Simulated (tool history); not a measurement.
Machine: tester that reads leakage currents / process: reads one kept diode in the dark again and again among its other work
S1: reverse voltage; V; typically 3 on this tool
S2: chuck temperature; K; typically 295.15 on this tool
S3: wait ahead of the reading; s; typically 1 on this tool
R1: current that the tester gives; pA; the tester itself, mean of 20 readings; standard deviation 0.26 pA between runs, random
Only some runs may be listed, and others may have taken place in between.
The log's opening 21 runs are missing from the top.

run	hour	S1	S2	S3	R1
22	608.9	2.97	300.15	1.09	137.47
23	643.9	2.97	300.15	1.09	137.27
24	661.5	2.97	300.15	1.09	137.39
25	697.5	2.97	311.15	2.89	321.56
26	719.2	2.97	311.15	2.89	322.21
27	737.7	3.32	297.15	0.37	116.56
28	764.6	3.32	297.15	3.22	115.39
29	794.3	3	301.15	1	150.53
30	813	3	301.15	1	149.64
31	843.1	1.07	308.15	3.17	139.66
32	878.7	1.07	301.15	5.37	80.39
33	906.3	1.07	301.15	5.37	80.52
34	942.1	3.87	300.15	0.75	162.92
35	972	9.77	305.15	1	423.86
36	987.7	10.85	327.15	8.35	2247.76
37	1007.1	10.85	327.15	8.35	2241.8
38	1022.6	3.23	302.15	1	171.05
39	1045.7	4.42	324.15	1	1065.49
40	1083.9	4.42	324.15	1	1068.58

Each row is a separate what-if for the run after 40, all from the same tool condition, not one after another. Results?
A	1116.3	1.3	324.15	1	?
B	1116.3	3	294.15	2.85	?
C	1116.3	3.62	311.15	1	?

run	R1
A	514.9
B	86.02
C	370.06
With the hidden condition removed and each run's random variation left untouched, the same runs would have given:
run	R1
A	490.16
B	78.32
C	348.2
